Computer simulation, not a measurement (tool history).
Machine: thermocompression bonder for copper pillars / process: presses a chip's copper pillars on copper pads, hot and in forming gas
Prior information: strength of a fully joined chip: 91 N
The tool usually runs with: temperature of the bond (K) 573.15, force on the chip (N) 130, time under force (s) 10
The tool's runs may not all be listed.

run     day  temperature of the bond (K)  force on the chip (N)  time under force (s)  force that shears a chip off (N)
  1   0.000                       573.15                    130                    10                              61.0
  2   0.779                       573.15                    130                    10                              61.4
  3   1.242                       573.15                    130                    10                              60.8
  4   2.179                       573.15                    130                    10                              60.4
  5   2.750                       573.15                    130                    10                              61.6
  6   3.425                       573.15                    130                    10                              60.2
  7   4.075                       573.15                    130                    10                              61.7
  8   4.646                       573.15                    130                    10                              60.8
  9   5.329                       556.15                    130                    10                              53.3
 10   5.933                       573.15                    130                    14                              66.3
 11   6.612                       573.15                    130                    14                              65.5
 12   7.117                       573.15                    112                    14                              62.0
 13   7.633                       573.15                    130                    10                              61.1
 14   8.225                       573.15                    130                     8                              56.7
 15   8.838                       590.15                    130                     8                              62.4
 16   9.238                       573.15                    180                    10                              68.0
      9.379  -- heater calibrated with a thermocouple chip
 17   9.792                       573.15                     88                    18                              57.4
 18  10.458                       573.15                     88                    18                              57.6
 19  11.308                       581.15                    189                     9                              68.0
 20  12.154                       569.15                    158                     8                              56.8
     12.388  -- heater calibrated with a thermocouple chip, once more
 21  12.867                       569.15                    130                    10                              60.9
 22  13.254                       569.15                    130                    10                              61.3
 23  13.746                       569.15                    130                    10                              60.1
 24  14.496                       551.15                    108                    10                              48.5
 25  14.975                       551.15                    108                    10                              48.0
 26  15.471                       551.15                    108                    10                              48.0
 27  16.100                       589.15                     84                    18                              66.9
 28  16.879                       580.15                    130                    12                              67.1

Alternative continuations, all from the tool just after run 28; predict every row:
  A  17.371                       581.15                    130                    15                                 ?
  B  17.371                       595.15                    187                    11                                 ?
  C  17.371                       587.15                    150                    20                                 ?

run  force that shears a chip off (N)
  A                              70.0
  B                              75.5
  C                              77.3
Without the tool's hidden state the same runs would have given:
run  force that shears a chip off (N)
  A                              74.6
  B                              80.8
  C                              82.7
